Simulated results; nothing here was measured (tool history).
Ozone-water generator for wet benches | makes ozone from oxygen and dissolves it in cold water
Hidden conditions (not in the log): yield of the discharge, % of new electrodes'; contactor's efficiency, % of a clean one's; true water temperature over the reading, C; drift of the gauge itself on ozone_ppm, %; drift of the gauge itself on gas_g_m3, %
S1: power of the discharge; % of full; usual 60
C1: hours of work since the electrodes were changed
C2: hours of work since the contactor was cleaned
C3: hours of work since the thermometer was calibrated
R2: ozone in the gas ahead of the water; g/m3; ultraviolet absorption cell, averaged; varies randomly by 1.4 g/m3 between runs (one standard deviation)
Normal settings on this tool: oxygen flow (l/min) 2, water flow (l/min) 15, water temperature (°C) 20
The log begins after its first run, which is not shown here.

Run 2, hour 41.8: usual settings but water temperature (°C) 23; C1 533; C2 2023; C3 3101. Result: dissolved ozone (ppm) 13.9, R2 251.5 g/m3.
Run 3, hour 60: usual settings but water temperature (°C) 23; C1 544; C2 2035; C3 3112. Result: dissolved ozone (ppm) 13.7, R2 250.2 g/m3.
Run 4, hour 95.3: usual settings but water temperature (°C) 23; C1 567; C2 2057; C3 3135. Result: dissolved ozone (ppm) 13.9, R2 253.1 g/m3.
Run 5, hour 135.5: usual settings but water temperature (°C) 23; C1 593; C2 2083; C3 3161. Result: dissolved ozone (ppm) 13.6, R2 254.2 g/m3.
Run 6, hour 169.4: usual settings but water temperature (°C) 23; C1 614; C2 2105; C3 3182. Result: dissolved ozone (ppm) 13.7, R2 254.8 g/m3.
Run 7, hour 213: usual settings but water flow (l/min) 12; C1 642; C2 2133; C3 3210. Result: dissolved ozone (ppm) 18, R2 253.3 g/m3.
Run 8, hour 240: usual settings but water flow (l/min) 12, water temperature (°C) 25; C1 660; C2 2150; C3 3228. Result: dissolved ozone (ppm) 16.8, R2 255.4 g/m3.
Run 9, hour 279.8: usual settings but water flow (l/min) 12, water temperature (°C) 25; C1 685; C2 2175; C3 3253. Result: dissolved ozone (ppm) 16.6, R2 254.9 g/m3.
Run 10, hour 301.9: usual settings but water flow (l/min) 12, water temperature (°C) 25; C1 699; C2 2189; C3 3267. Result: dissolved ozone (ppm) 16.7, R2 253.8 g/m3.
Run 11, hour 322.3: usual settings but water flow (l/min) 12, water temperature (°C) 25; C1 712; C2 2203; C3 3280. Result: dissolved ozone (ppm) 16.9, R2 254.6 g/m3.
Run 12, hour 344.8: usual settings but oxygen flow (l/min) 2.71; C1 727; C2 2217; C3 3295. Result: dissolved ozone (ppm) 14.7, R2 217.7 g/m3.
Run 13, hour 363.8: usual settings but oxygen flow (l/min) 2.71; C1 739; C2 2229; C3 3307. Result: dissolved ozone (ppm) 14.6, R2 215.8 g/m3.
Run 14, hour 403.2: usual settings but S1 86 % of full; C1 764; C2 2254; C3 3332. Result: dissolved ozone (ppm) 17.1, R2 312.9 g/m3.
At hour 415.7: contactor cleaned.
Run 15, hour 430.6: usual settings; C1 779; C2 10; C3 3347. Result: dissolved ozone (ppm) 14.2, R2 256.9 g/m3.
Run 16, hour 464.1: usual settings but water temperature (°C) 21; C1 800; C2 31; C3 3368. Result: dissolved ozone (ppm) 14, R2 253.9 g/m3.
Run 17, hour 495.6: usual settings but oxygen flow (l/min) 1.81, water temperature (°C) 21; C1 821; C2 51; C3 3389. Result: dissolved ozone (ppm) 13.8, R2 270.2 g/m3.
Run 18, hour 532.6: usual settings but S1 90 % of full, oxygen flow (l/min) 1.12, water temperature (°C) 21; C1 844; C2 75; C3 3412. Result: dissolved ozone (ppm) 15.7, R2 438.9 g/m3.
Run 19, hour 570.1: usual settings but S1 66 % of full, oxygen flow (l/min) 2.08, water flow (l/min) 21, water temperature (°C) 21; C1 868; C2 99; C3 3436. Result: dissolved ozone (ppm) 10.3, R2 264.9 g/m3.
At hour 574.3: water thermometer calibrated.
Run 20, hour 604.2: usual settings but S1 66 % of full, oxygen flow (l/min) 2.08, water flow (l/min) 21, water temperature (°C) 21; C1 890; C2 120; C3 19. Result: dissolved ozone (ppm) 10.5, R2 264.1 g/m3.
Run 21, hour 631.7: usual settings but S1 61 % of full; C1 907; C2 138; C3 37. Result: dissolved ozone (ppm) 14.2, R2 257.5 g/m3.
Run 22, hour 658.6: usual settings but S1 81 % of full, oxygen flow (l/min) 1.07, water flow (l/min) 11, water temperature (°C) 25; C1 925; C2 155; C3 54. Result: dissolved ozone (ppm) 20.1, R2 433.2 g/m3.
Run 23, hour 692.4: usual settings but S1 64 % of full, oxygen flow (l/min) 3.26, water flow (l/min) 12; C1 946; C2 177; C3 76. Result: dissolved ozone (ppm) 18.8, R2 203.4 g/m3.

Forecast run 24:
Run 24, hour 714.3: usual settings but oxygen flow (l/min) 1.63; C1 960; C2 191; C3 90. Result: dissolved ozone (ppm) ?, R2 ?.

{"run 24": {"dissolved ozone (ppm)": 13.9, "R2": 290.4}}
The same run, on a tool lacking any hidden state, would have yielded dissolved ozone (ppm) 13.9, R2 284.3 g/m3.
